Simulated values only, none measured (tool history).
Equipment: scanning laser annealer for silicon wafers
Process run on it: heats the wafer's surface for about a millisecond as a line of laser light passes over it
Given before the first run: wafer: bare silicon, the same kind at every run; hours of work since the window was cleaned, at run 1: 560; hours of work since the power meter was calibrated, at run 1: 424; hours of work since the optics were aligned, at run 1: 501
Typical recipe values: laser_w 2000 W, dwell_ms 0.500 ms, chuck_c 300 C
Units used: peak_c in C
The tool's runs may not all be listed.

run,day,laser_w,dwell_ms,chuck_c,hours of work since the window was cleaned,hours of work since the power meter was calibrated,hours of work since the optics were aligned,peak_c
1,0.000,2000,0.500,300,560,424,501,1110
2,1.400,2000,0.500,300,583,448,524,1113
3,4.146,2000,0.358,300,630,494,571,987
# day 4.742: window over the wafer cleaned
4,7.100,2192,0.500,300,40,542,619,1212
5,9.938,2192,0.500,300,87,590,667,1209
6,11.462,2000,0.500,300,113,615,692,1121
7,13.171,2000,0.385,300,142,644,721,1017
# day 15.588: optics aligned, line set to its width
8,16.221,2000,0.500,300,190,692,11,1130
9,18.542,2000,0.500,300,229,731,50,1124
10,21.600,2000,0.500,300,280,782,101,1123
11,23.117,2000,0.500,300,306,808,127,1124
12,25.542,2000,0.500,300,346,849,167,1118
13,27.146,2000,0.598,300,373,876,194,1193
14,28.488,2000,0.598,300,396,898,217,1191
15,30.783,2000,0.535,300,434,937,255,1142
16,32.162,2000,0.535,263,458,960,279,1104
17,34.725,2000,0.500,300,501,1003,322,1114
18,36.271,2000,0.500,300,527,1029,348,1111
19,38.200,1979,0.500,300,559,1062,380,1098
20,40.092,2000,0.564,300,591,1093,412,1156
21,41.708,2000,0.500,300,618,1121,439,1102
# day 42.746: window over the wafer cleaned
22,44.688,2072,0.519,300,33,1169,488,1174
23,46.504,2072,0.519,300,63,1200,518,1174
24,49.579,1762,0.437,302,115,1252,570,970
# day 49.854: laser's power meter calibrated
25,52.921,1902,0.397,262,169,52,624,952
26,55.700,1871,0.397,312,216,98,671,983
27,57.412,2132,0.576,312,244,127,700,1246
28,58.854,2035,0.500,338,269,151,724,1164
# day 61.054: optics aligned, line set to its width
29,61.892,1834,0.576,338,316,199,14,1134
# day 64.588: laser's power meter calibrated, once more
30,64.696,1834,0.576,338,361,2,59,1143
31,67.038,1702,0.369,338,401,41,99,929
32,69.283,1702,0.369,338,438,79,136,929
33,70.650,1825,0.369,308,461,102,159,940
34,72.312,1825,0.369,308,489,130,187,941
35,74.633,2000,0.592,276,528,169,226,1163
36,76.683,2078,0.596,274,563,203,261,1197
37,79.375,2152,0.598,289,608,249,306,1254
# day 81.250: window over the wafer cleaned
38,82.171,2152,0.540,289,15,294,352,1231
39,83.950,1769,0.445,317,45,324,381,1002
40,86.821,2170,0.578,335,94,372,430,1316
41,89.746,2000,0.585,294,143,422,479,1189

Forecast each of these 3 alternatives for the next run:
A,92.875,2000,0.573,300,195,474,532,?
B,92.875,2045,0.376,300,195,474,532,?
C,92.875,2000,0.481,300,195,474,532,?

run,peak_c
A,1186
B,1035
C,1111
Take away the tool's hidden state, keep each run's random variation, and the runs would have read:
run,peak_c
A,1203
B,1049
C,1126
